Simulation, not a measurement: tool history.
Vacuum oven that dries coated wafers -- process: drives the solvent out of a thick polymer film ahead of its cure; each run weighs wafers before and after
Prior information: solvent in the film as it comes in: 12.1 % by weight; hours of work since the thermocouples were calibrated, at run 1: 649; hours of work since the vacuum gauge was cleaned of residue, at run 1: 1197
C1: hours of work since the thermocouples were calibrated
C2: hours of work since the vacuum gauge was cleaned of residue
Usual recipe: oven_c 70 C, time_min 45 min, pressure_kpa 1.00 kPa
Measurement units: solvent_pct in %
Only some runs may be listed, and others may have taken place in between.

run 1 hour=0.0 | oven_c=70 time_min=45 pressure_kpa=1.00 | C1=649 C2=1197 | solvent_pct=0.63
run 2 hour=35.7 | oven_c=70 time_min=38 pressure_kpa=1.00 | C1=674 C2=1222 | solvent_pct=0.88
run 3 hour=65.4 | oven_c=70 time_min=38 pressure_kpa=1.00 | C1=696 C2=1243 | solvent_pct=0.89
run 4 hour=109.8 | oven_c=70 time_min=38 pressure_kpa=1.00 | C1=727 C2=1275 | solvent_pct=0.89
run 5 hour=141.2 | oven_c=70 time_min=38 pressure_kpa=1.00 | C1=750 C2=1298 | solvent_pct=0.88
run 6 hour=162.8 | oven_c=70 time_min=38 pressure_kpa=1.00 | C1=765 C2=1313 | solvent_pct=0.91
run 7 hour=181.7 | oven_c=70 time_min=38 pressure_kpa=1.00 | C1=779 C2=1327 | solvent_pct=0.91
run 8 hour=225.7 | oven_c=70 time_min=38 pressure_kpa=1.00 | C1=810 C2=1358 | solvent_pct=0.91
run 9 hour=268.7 | oven_c=70 time_min=49 pressure_kpa=1.00 | C1=841 C2=1389 | solvent_pct=0.56
run 10 hour=308.6 | oven_c=70 time_min=45 pressure_kpa=1.00 | C1=869 C2=1417 | solvent_pct=0.67
run 11 hour=347.2 | oven_c=70 time_min=45 pressure_kpa=1.00 | C1=897 C2=1445 | solvent_pct=0.67
run 12 hour=379.9 | oven_c=70 time_min=45 pressure_kpa=1.00 | C1=920 C2=1468 | solvent_pct=0.67
run 13 hour=402.2 | oven_c=70 time_min=45 pressure_kpa=1.00 | C1=936 C2=1484 | solvent_pct=0.67
run 14 hour=440.3 | oven_c=70 time_min=45 pressure_kpa=1.00 | C1=964 C2=1511 | solvent_pct=0.66
run 15 hour=471.2 | oven_c=70 time_min=55 pressure_kpa=1.00 | C1=986 C2=1533 | solvent_pct=0.52
run 16 hour=507.5 | oven_c=70 time_min=45 pressure_kpa=0.56 | C1=1012 C2=1559 | solvent_pct=0.54
run 17 hour=532.0 | oven_c=77 time_min=45 pressure_kpa=0.71 | C1=1029 C2=1577 | solvent_pct=0.30
run 18 hour=565.3 | oven_c=76 time_min=37 pressure_kpa=1.77 | C1=1053 C2=1601 | solvent_pct=0.58
-- hour=568.9 vacuum gauge cleaned of residue and calibrated
run 19 hour=598.8 | oven_c=55 time_min=42 pressure_kpa=0.84 | C1=1076 C2=21 | solvent_pct=3.36
run 20 hour=631.9 | oven_c=70 time_min=78 pressure_kpa=0.93 | C1=1099 C2=45 | solvent_pct=0.42
-- hour=652.2 vacuum gauge cleaned of residue and calibrated, once more
run 21 hour=657.2 | oven_c=70 time_min=78 pressure_kpa=0.93 | C1=1116 C2=4 | solvent_pct=0.19
run 22 hour=697.2 | oven_c=70 time_min=78 pressure_kpa=0.93 | C1=1145 C2=32 | solvent_pct=0.19
run 23 hour=728.5 | oven_c=70 time_min=43 pressure_kpa=1.00 | C1=1167 C2=54 | solvent_pct=0.54
run 24 hour=750.6 | oven_c=55 time_min=43 pressure_kpa=1.64 | C1=1183 C2=70 | solvent_pct=3.22
run 25 hour=774.0 | oven_c=55 time_min=78 pressure_kpa=2.18 | C1=1200 C2=87 | solvent_pct=1.74
run 26 hour=810.6 | oven_c=55 time_min=34 pressure_kpa=1.20 | C1=1226 C2=113 | solvent_pct=3.79
run 27 hour=851.3 | oven_c=55 time_min=34 pressure_kpa=1.20 | C1=1255 C2=142 | solvent_pct=3.81
run 28 hour=879.4 | oven_c=62 time_min=45 pressure_kpa=1.19 | C1=1275 C2=162 | solvent_pct=1.44
run 29 hour=897.6 | oven_c=70 time_min=22 pressure_kpa=3.94 | C1=1288 C2=175 | solvent_pct=2.42

Alternative continuations, all from the tool just after run 29; predict every row:
run A hour=937.9 | oven_c=70 time_min=76 pressure_kpa=1.54 | C1=1317 C2=204 | solvent_pct=?
run B hour=937.9 | oven_c=70 time_min=30 pressure_kpa=1.78 | C1=1317 C2=204 | solvent_pct=?
run C hour=937.9 | oven_c=70 time_min=45 pressure_kpa=2.47 | C1=1317 C2=204 | solvent_pct=?

run=A solvent_pct=0.35
run=B solvent_pct=1.30
run=C solvent_pct=0.81
Without the tool's hidden state the same runs would have given:
run=A solvent_pct=0.38
run=B solvent_pct=1.58
run=C solvent_pct=0.96
